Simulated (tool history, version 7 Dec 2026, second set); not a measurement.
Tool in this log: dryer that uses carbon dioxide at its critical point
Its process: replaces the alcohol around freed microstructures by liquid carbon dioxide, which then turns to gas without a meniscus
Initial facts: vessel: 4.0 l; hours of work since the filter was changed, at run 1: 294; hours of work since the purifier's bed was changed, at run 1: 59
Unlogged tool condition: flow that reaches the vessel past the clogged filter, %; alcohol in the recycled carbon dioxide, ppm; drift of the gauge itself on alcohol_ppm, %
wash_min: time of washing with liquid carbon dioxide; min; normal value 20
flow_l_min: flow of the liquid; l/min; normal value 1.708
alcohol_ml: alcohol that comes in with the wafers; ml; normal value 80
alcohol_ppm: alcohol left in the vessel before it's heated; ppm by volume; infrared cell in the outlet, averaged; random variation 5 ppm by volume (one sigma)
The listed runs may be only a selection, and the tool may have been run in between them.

| run | hour | wash_min | flow_l_min | alcohol_ml | hours of work since the filter was changed | hours of work since the purifier's bed was changed | alcohol_ppm |
|---|---|---|---|---|---|---|---|
| 1 | 0.0 | 20 | 1.708 | 80 | 294 | 59 | 42 |
| 2 | 17.5 | 20 | 1.708 | 50 | 308 | 72 | 35 |
| 3 | 40.7 | 20 | 1.708 | 50 | 326 | 91 | 50 |
| 4 | 63.1 | 20 | 1.708 | 50 | 343 | 108 | 51 |
| 5 | 86.0 | 20 | 1.708 | 50 | 361 | 126 | 59 |
| 6 | 106.8 | 20 | 1.708 | 50 | 378 | 142 | 58 |
| 7 | 129.6 | 20 | 1.708 | 50 | 396 | 160 | 75 |
| 8 | 149.2 | 20 | 1.708 | 23 | 411 | 176 | 69 |
| 9 | 170.1 | 20 | 1.708 | 80 | 427 | 192 | 87 |
| 10 | 183.9 | 20 | 1.708 | 80 | 438 | 203 | 98 |
|  | 193.7 | inlet filter changed |
| 11 | 199.9 | 20 | 1.708 | 80 | 5 | 215 | 85 |
| 12 | 211.5 | 26 | 1.708 | 80 | 14 | 224 | 76 |
| 13 | 235.8 | 26 | 1.708 | 103 | 33 | 243 | 77 |
| 14 | 251.7 | 26 | 1.130 | 103 | 46 | 255 | 128 |
| 15 | 270.0 | 26 | 1.130 | 103 | 60 | 270 | 129 |
| 16 | 282.3 | 20 | 1.708 | 82 | 69 | 279 | 106 |
| 17 | 296.3 | 20 | 1.708 | 80 | 81 | 290 | 112 |
| 18 | 319.4 | 20 | 1.708 | 94 | 99 | 308 | 121 |
| 19 | 339.3 | 20 | 1.708 | 80 | 114 | 324 | 125 |
| 20 | 355.6 | 20 | 1.708 | 80 | 127 | 337 | 113 |
| 21 | 369.3 | 20 | 1.708 | 80 | 138 | 348 | 138 |
| 22 | 386.8 | 20 | 1.708 | 80 | 152 | 361 | 126 |
| 23 | 403.2 | 20 | 1.708 | 80 | 164 | 374 | 135 |
| 24 | 419.1 | 20 | 1.708 | 80 | 177 | 387 | 143 |
| 25 | 439.2 | 15 | 1.440 | 110 | 193 | 403 | 405 |
| 26 | 454.6 | 31 | 1.730 | 80 | 205 | 415 | 127 |
| 27 | 468.1 | 27 | 1.708 | 24 | 215 | 425 | 141 |
| 28 | 480.8 | 27 | 1.708 | 24 | 225 | 435 | 146 |
| 29 | 497.9 | 27 | 1.240 | 80 | 239 | 449 | 161 |
| 30 | 515.5 | 12 | 2.300 | 36 | 253 | 462 | 177 |
| 31 | 528.6 | 19 | 2.830 | 46 | 263 | 473 | 153 |
| 32 | 545.8 | 19 | 2.830 | 46 | 276 | 486 | 165 |
| 33 | 556.9 | 25 | 1.220 | 31 | 285 | 495 | 170 |
| 34 | 568.4 | 25 | 1.220 | 46 | 294 | 504 | 171 |
| 35 | 591.8 | 25 | 1.220 | 46 | 312 | 522 | 198 |

Forecast run 36:
| 36 | 609.7 | 16 | 2.460 | 21 | 326 | 536 | ? |

{"run 36": {"alcohol_ppm": 163}}
With no hidden state in the tool, this same run would have given alcohol_ppm 0 ppm by volume.
